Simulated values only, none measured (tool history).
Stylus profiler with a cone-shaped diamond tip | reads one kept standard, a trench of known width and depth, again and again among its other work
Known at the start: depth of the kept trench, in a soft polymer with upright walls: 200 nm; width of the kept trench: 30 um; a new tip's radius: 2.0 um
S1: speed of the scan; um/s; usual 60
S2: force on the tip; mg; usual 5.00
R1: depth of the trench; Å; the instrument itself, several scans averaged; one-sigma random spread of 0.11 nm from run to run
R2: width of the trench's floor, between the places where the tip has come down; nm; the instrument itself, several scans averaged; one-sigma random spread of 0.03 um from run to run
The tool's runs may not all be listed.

run	day	S1	S2	R1	R2
1	0.000	60	5.00	2044.8	28030
2	0.842	60	5.00	2045.3	27970
3	1.667	60	5.00	2045.2	28060
4	2.712	60	5.00	2042.3	28030
5	3.592	60	5.00	2044.6	28010
6	4.192	60	5.00	2043.7	28000
7	4.808	60	5.00	2044.2	27990
8	5.475	60	5.00	2043.5	27970
9	6.021	60	5.00	2046.2	27940
10	6.600	60	5.00	2043.8	28000
11	7.504	60	5.00	2044.4	28010
12	8.525	208	5.00	2045.7	27530
13	9.150	208	5.00	2046.0	27470
14	10.150	60	1.67	2022.1	27830
# day 10.275: height scale calibrated on a step standard
15	10.892	60	1.67	2021.4	27850
16	11.917	72	3.01	2034.8	27860
17	12.496	17	14.37	2091.0	28150
18	12.971	136	2.40	2028.4	27500
19	13.762	93	7.20	2058.3	27930
20	14.796	93	7.20	2057.1	27930
21	15.617	93	7.20	2058.5	27860
22	16.308	93	7.20	2055.3	27940
# day 16.921: height scale calibrated on a step standard, once more
23	17.300	197	5.22	2042.8	27480
24	18.029	125	1.72	2022.4	27410
25	18.912	108	4.84	2042.7	27770
26	19.658	16	6.64	2053.3	28140
27	20.454	57	12.63	2081.1	28060
28	21.404	57	12.63	2080.7	28010
29	22.475	57	12.63	2080.7	27980

Branching from run 29: 4 alternative next runs. What would each branch give?
A	23.446	158	6.69	?	?
B	23.446	31	14.52	?	?
C	23.446	142	4.68	?	?
D	23.446	28	2.23	?	?

run	R1	R2
A	2053.5	27670
B	2091.1	28140
C	2042.9	27660
D	2026.0	27990
With no hidden state in the tool, these same runs would have given:
run	R1	R2
A	2053.1	27770
B	2090.7	28240
C	2042.5	27760
D	2025.6	28090
